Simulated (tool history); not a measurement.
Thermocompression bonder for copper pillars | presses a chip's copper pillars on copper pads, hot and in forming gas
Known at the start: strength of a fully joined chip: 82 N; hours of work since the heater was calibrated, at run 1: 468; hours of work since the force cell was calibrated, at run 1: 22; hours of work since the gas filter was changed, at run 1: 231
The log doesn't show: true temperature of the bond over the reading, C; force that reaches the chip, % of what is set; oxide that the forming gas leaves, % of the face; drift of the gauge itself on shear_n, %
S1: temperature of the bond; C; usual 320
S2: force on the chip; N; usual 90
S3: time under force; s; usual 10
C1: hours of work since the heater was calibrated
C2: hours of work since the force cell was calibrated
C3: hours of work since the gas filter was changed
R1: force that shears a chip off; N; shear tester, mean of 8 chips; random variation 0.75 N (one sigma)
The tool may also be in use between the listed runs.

| run | hour | S1 | S2 | S3 | C1 | C2 | C3 | R1 |
|---|---|---|---|---|---|---|---|---|
| 1 | 0.0 | 320 | 90 | 10 | 468 | 22 | 231 | 55.3 |
| 2 | 37.3 | 320 | 90 | 10 | 496 | 50 | 259 | 56.2 |
| 3 | 102.8 | 320 | 90 | 10 | 545 | 99 | 307 | 55.7 |
|  | 119.2 | forming gas filter changed |
| 4 | 165.7 | 320 | 90 | 10 | 592 | 145 | 35 | 56.1 |
| 5 | 199.9 | 320 | 90 | 10 | 617 | 171 | 60 | 56.0 |
| 6 | 235.7 | 320 | 90 | 10 | 644 | 198 | 87 | 56.9 |
| 7 | 315.3 | 320 | 90 | 10 | 703 | 257 | 146 | 55.0 |
| 8 | 395.1 | 320 | 90 | 10 | 763 | 316 | 206 | 56.5 |
| 9 | 450.0 | 320 | 90 | 10 | 804 | 357 | 247 | 55.6 |
| 10 | 523.4 | 320 | 90 | 10 | 858 | 412 | 301 | 55.4 |
|  | 545.7 | forming gas filter changed |
| 11 | 582.7 | 320 | 90 | 10 | 902 | 456 | 28 | 55.5 |
| 12 | 627.9 | 320 | 90 | 10 | 936 | 490 | 61 | 55.7 |
| 13 | 665.0 | 320 | 90 | 10 | 964 | 517 | 89 | 56.6 |
|  | 723.1 | heater calibrated with a thermocouple chip |
| 14 | 738.4 | 320 | 90 | 10 | 11 | 571 | 142 | 55.8 |
| 15 | 808.0 | 320 | 90 | 10 | 63 | 622 | 194 | 55.1 |
| 16 | 886.4 | 320 | 90 | 10 | 122 | 681 | 253 | 55.5 |
| 17 | 924.1 | 296 | 90 | 10 | 150 | 709 | 281 | 46.9 |
| 18 | 965.1 | 296 | 90 | 11 | 180 | 740 | 311 | 48.0 |
|  | 978.0 | forming gas filter changed |
| 19 | 1006.7 | 320 | 90 | 10 | 211 | 770 | 21 | 55.4 |
| 20 | 1045.9 | 320 | 90 | 10 | 240 | 799 | 51 | 56.0 |
| 21 | 1081.5 | 310 | 74 | 11 | 267 | 826 | 77 | 46.0 |

The next listed run, before its measurement:
| 22 | 1114.0 | 310 | 99 | 16 | 291 | 850 | 101 | ? |

Run 22 gave R1 61.0 N.
Without the tool's hidden state the same run would have given R1 61.2 N.
